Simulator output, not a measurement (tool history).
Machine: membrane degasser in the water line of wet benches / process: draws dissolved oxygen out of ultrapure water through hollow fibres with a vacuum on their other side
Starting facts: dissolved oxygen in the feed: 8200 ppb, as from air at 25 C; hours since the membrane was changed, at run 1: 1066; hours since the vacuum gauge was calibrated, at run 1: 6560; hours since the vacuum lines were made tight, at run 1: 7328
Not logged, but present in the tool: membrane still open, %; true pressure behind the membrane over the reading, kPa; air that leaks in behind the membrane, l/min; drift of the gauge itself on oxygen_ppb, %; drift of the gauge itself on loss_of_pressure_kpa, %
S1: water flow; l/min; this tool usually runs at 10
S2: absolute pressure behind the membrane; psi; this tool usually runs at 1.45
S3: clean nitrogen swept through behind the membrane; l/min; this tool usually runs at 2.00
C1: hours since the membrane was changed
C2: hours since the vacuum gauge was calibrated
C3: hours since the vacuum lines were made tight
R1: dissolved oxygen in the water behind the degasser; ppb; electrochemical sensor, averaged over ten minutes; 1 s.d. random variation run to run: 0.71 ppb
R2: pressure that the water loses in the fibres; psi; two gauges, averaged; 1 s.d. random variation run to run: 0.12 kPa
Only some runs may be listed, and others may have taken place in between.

run	hour	S1	S2	S3	C1	C2	C3	R1	R2
1	0.0	10	1.45	2.00	1066	6560	7328	86.9	4.882
2	59.7	10	1.45	2.00	1126	6620	7388	87.0	4.892
3	129.0	10	1.10	2.00	1195	6689	7457	58.2	4.882
# hour 150.0: vacuum gauge calibrated
4	264.3	10	1.10	2.00	1330	114	7592	58.2	4.879
5	378.8	10	1.10	2.00	1444	229	7706	57.8	4.896
6	505.4	10	1.20	2.00	1571	355	7833	66.3	4.917
7	597.8	10	1.45	2.00	1663	448	7925	87.1	4.915
8	674.8	10	1.45	2.00	1740	525	8002	87.8	4.924
9	791.6	10	1.45	2.00	1857	642	8119	87.9	4.907
10	852.7	10	1.45	2.00	1918	703	8180	86.3	4.950
11	959.8	10	1.45	2.00	2025	810	8287	86.0	4.914
12	1060.5	10	1.45	2.00	2126	911	8388	85.7	4.920
13	1153.6	10	1.45	2.00	2219	1004	8481	86.3	4.927
14	1256.9	10	1.45	2.00	2322	1107	8584	86.6	4.927
15	1341.8	10	1.45	3.06	2407	1192	8669	59.0	4.944
16	1419.7	10	1.45	3.06	2485	1270	8747	59.5	4.953
17	1548.8	7	2.81	5.56	2614	1399	8876	52.1	3.446
18	1622.7	13	1.77	1.34	2688	1473	8950	216.4	6.389
19	1716.9	13	1.77	1.34	2782	1567	9044	214.4	6.424
20	1830.2	13	1.77	1.34	2896	1680	9158	216.4	6.421
21	1930.0	9	1.12	1.90	2995	1780	9258	55.0	4.458
22	2026.0	8	3.55	2.80	3091	1876	9354	150.6	3.955
23	2164.9	12	3.55	1.19	3230	2015	9492	487.4	5.958
24	2291.6	8	2.99	0.98	3357	2142	9619	329.6	3.989
25	2424.1	8	1.00	0.81	3490	2274	9752	88.3	3.983
26	2546.9	8	1.00	0.81	3612	2397	9874	88.2	3.989
27	2644.1	15	1.45	1.74	3710	2494	9972	163.4	7.488
28	2729.7	15	1.45	1.74	3795	2580	10057	158.3	7.462
29	2841.0	15	1.45	1.74	3906	2691	10169	159.7	7.493
30	2916.3	15	1.45	1.74	3982	2766	10244	161.9	7.507
31	2988.6	11	1.45	1.58	4054	2839	10316	120.3	5.481

The logged runs with the hidden state left out (each run's random variation unchanged):
run	R1	R2
1	86.7	4.882
2	86.8	4.889
3	58.0	4.876
4	58.1	4.869
5	57.7	4.881
6	66.2	4.896
7	86.9	4.891
8	87.6	4.896
9	87.7	4.875
10	86.1	4.915
11	85.9	4.875
12	85.5	4.875
13	86.1	4.879
14	86.4	4.875
15	58.8	4.888
16	59.3	4.894
17	51.9	3.401
18	216.0	6.302
19	214.1	6.331
20	216.0	6.324
21	54.8	4.387
22	150.1	3.888
23	486.5	5.851
24	328.6	3.913
25	88.1	3.903
26	87.9	3.904
27	163.1	7.324
28	158.0	7.292
29	159.4	7.317
30	161.5	7.327
31	120.0	5.345
